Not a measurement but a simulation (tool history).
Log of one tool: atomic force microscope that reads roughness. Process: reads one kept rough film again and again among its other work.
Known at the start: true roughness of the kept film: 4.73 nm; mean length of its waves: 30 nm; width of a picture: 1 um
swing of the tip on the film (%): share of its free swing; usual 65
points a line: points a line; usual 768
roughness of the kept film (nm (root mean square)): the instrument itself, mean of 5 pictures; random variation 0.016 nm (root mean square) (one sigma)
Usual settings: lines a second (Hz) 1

run	hour	lines a second (Hz)	swing of the tip on the film (%)	points a line	roughness of the kept film (nm (root mean square))
1	0	1	65	768	3.445
2	12.1	1	65	768	3.34
3	29.8	1	65	570	3.234
4	44.6	1	65	570	3.141
5	54.7	1	65	458	3.097
# hour 57.3: height scale calibrated on a step standard
6	68.3	1	65	458	3.004
7	85.5	0.55	65	477	2.939
# hour 87.4: height scale calibrated on a step standard, once more
8	97.5	0.55	65	477	2.921
9	105.4	0.55	65	437	2.882
10	124.2	0.51	65	768	2.789
# hour 125.8: new tip fitted
11	132.5	1.07	65	766	3.696

Forecast each of these 4 alternatives for the next run:
A	145.8	0.91	66	685	?
B	145.8	1.07	76	766	?
C	145.8	0.52	58	638	?
D	145.8	0.81	73	870	?

run	roughness of the kept film (nm (root mean square))
A	3.584
B	3.506
C	3.703
D	3.572
Without the tool's hidden state the same runs would have given:
run	roughness of the kept film (nm (root mean square))
A	3.774
B	3.693
C	3.9
D	3.762

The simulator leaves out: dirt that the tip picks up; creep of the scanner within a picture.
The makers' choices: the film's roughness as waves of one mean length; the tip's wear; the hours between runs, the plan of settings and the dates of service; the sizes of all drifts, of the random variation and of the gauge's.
